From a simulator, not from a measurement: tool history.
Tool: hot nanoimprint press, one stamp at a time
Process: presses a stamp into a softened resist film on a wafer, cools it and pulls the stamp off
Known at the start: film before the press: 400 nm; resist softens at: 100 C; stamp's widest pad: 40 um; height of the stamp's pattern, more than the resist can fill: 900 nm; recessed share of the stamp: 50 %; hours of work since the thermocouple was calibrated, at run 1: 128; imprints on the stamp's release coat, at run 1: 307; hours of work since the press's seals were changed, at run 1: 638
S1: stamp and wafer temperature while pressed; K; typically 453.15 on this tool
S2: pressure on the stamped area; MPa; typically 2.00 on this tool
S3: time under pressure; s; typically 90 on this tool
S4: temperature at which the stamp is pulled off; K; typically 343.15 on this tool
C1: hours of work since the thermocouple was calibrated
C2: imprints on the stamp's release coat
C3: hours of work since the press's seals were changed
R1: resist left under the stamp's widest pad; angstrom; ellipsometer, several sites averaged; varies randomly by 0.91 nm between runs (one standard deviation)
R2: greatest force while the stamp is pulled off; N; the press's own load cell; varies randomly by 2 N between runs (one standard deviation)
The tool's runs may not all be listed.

run 1 hour=0.0 | S1=453.15 S2=2.00 S3=90 S4=343.15 | C1=128 C2=307 C3=638 | R1=2271 R2=107
run 2 hour=24.9 | S1=447.15 S2=2.00 S3=90 S4=343.15 | C1=146 C2=383 C3=656 | R1=2659 R2=110
run 3 hour=55.6 | S1=447.15 S2=2.00 S3=90 S4=343.15 | C1=169 C2=478 C3=678 | R1=2639 R2=109
run 4 hour=82.4 | S1=447.15 S2=2.00 S3=90 S4=343.15 | C1=188 C2=560 C3=698 | R1=2633 R2=110
-- hour=118.7 stamp cleaned and given a new release coat
run 5 hour=124.0 | S1=447.15 S2=2.00 S3=90 S4=343.15 | C1=214 C2=16 C3=723 | R1=2647 R2=110
run 6 hour=142.7 | S1=460.15 S2=2.00 S3=90 S4=343.15 | C1=228 C2=74 C3=737 | R1=1878 R2=109
run 7 hour=157.5 | S1=453.15 S2=2.00 S3=90 S4=343.15 | C1=238 C2=119 C3=748 | R1=2273 R2=108
run 8 hour=178.4 | S1=453.15 S2=2.00 S3=90 S4=343.15 | C1=254 C2=183 C3=763 | R1=2268 R2=110
run 9 hour=210.2 | S1=453.15 S2=2.00 S3=90 S4=348.15 | C1=277 C2=281 C3=786 | R1=2253 R2=106
-- hour=226.2 plate thermocouple calibrated
run 10 hour=240.6 | S1=453.15 S2=2.00 S3=90 S4=331.15 | C1=10 C2=365 C3=806 | R1=2242 R2=124
run 11 hour=273.8 | S1=453.15 S2=2.00 S3=90 S4=331.15 | C1=35 C2=467 C3=830 | R1=2249 R2=119
run 12 hour=306.6 | S1=453.15 S2=2.00 S3=50 S4=331.15 | C1=58 C2=568 C3=854 | R1=2676 R2=123
run 13 hour=332.5 | S1=451.15 S2=2.00 S3=50 S4=331.15 | C1=77 C2=647 C3=873 | R1=2791 R2=120
-- hour=340.7 stamp cleaned and given a new release coat
run 14 hour=354.1 | S1=451.15 S2=2.00 S3=50 S4=331.15 | C1=89 C2=41 C3=884 | R1=2818 R2=120
run 15 hour=381.8 | S1=451.15 S2=2.00 S3=50 S4=331.15 | C1=109 C2=126 C3=904 | R1=2796 R2=123
run 16 hour=404.3 | S1=448.15 S2=2.75 S3=90 S4=343.15 | C1=125 C2=195 C3=920 | R1=2284 R2=111

Run 17, settings as shown, results not yet in. Your forecast:
run 17 hour=436.8 | S1=464.15 S2=2.75 S3=142 S4=343.15 | C1=149 C2=295 C3=944 | R1=? R2=?

For run 17 the tool returned R1 1187 angstrom, R2 109 N.
Were there no unlogged condition in the tool, this run, its random variation unchanged, would have produced R1 1186 angstrom, R2 108 N.

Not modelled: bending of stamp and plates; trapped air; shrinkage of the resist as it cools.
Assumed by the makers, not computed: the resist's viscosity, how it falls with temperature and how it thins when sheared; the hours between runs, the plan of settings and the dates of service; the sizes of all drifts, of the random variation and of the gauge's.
